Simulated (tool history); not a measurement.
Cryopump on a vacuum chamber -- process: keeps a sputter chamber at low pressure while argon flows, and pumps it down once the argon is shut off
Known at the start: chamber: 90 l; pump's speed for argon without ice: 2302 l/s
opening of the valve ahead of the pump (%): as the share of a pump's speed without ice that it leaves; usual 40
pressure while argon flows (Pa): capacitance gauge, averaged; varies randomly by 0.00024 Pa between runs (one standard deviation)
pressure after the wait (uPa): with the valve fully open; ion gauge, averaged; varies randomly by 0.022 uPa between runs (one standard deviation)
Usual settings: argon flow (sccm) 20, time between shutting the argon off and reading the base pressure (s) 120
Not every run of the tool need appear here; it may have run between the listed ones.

| run | hour | argon flow (sccm) | time between shutting the argon off and reading the base pressure (s) | opening of the valve ahead of the pump (%) | pressure while argon flows (Pa) | pressure after the wait (uPa) |
|---|---|---|---|---|---|---|
| 1 | 0.0 | 20 | 120 | 40 | 0.0370 | 1.28 |
| 2 | 109.4 | 20 | 120 | 40 | 0.0376 | 1.31 |
| 3 | 228.1 | 20 | 120 | 40 | 0.0376 | 1.33 |
| 4 | 336.7 | 12 | 120 | 40 | 0.0226 | 1.33 |
| 5 | 429.5 | 20 | 120 | 40 | 0.0389 | 1.41 |
| 6 | 481.2 | 20 | 120 | 40 | 0.0387 | 1.40 |
| 7 | 561.1 | 24 | 76 | 44 | 0.0424 | 1.73 |
| 8 | 644.2 | 24 | 76 | 44 | 0.0430 | 1.78 |
| 9 | 743.4 | 22 | 38 | 26 | 0.0651 | 2.66 |
| 10 | 796.6 | 14 | 120 | 47 | 0.0236 | 1.51 |
| 11 | 908.5 | 14 | 120 | 47 | 0.0239 | 1.55 |
| 12 | 1017.1 | 14 | 120 | 47 | 0.0239 | 1.66 |

Consider 4 possible next runs. They are alternatives, not a sequence: every one starts from the tool as it was left by run 12. What does each give?
| A | 1122.7 | 20 | 151 | 44 | ? | ? |
| B | 1122.7 | 20 | 50 | 40 | ? | ? |
| C | 1122.7 | 27 | 104 | 47 | ? | ? |
| D | 1122.7 | 30 | 120 | 47 | ? | ? |

| run | pressure while argon flows (Pa) | pressure after the wait (uPa) |
|---|---|---|
| A | 0.0367 | 1.62 |
| B | 0.0399 | 2.45 |
| C | 0.0460 | 1.79 |
| D | 0.0518 | 1.73 |
With no hidden state in the tool, these same runs would have given:
| run | pressure while argon flows (Pa) | pressure after the wait (uPa) |
|---|---|---|
| A | 0.0334 | 0.60 |
| B | 0.0367 | 1.44 |
| C | 0.0416 | 0.79 |
| D | 0.0469 | 0.72 |
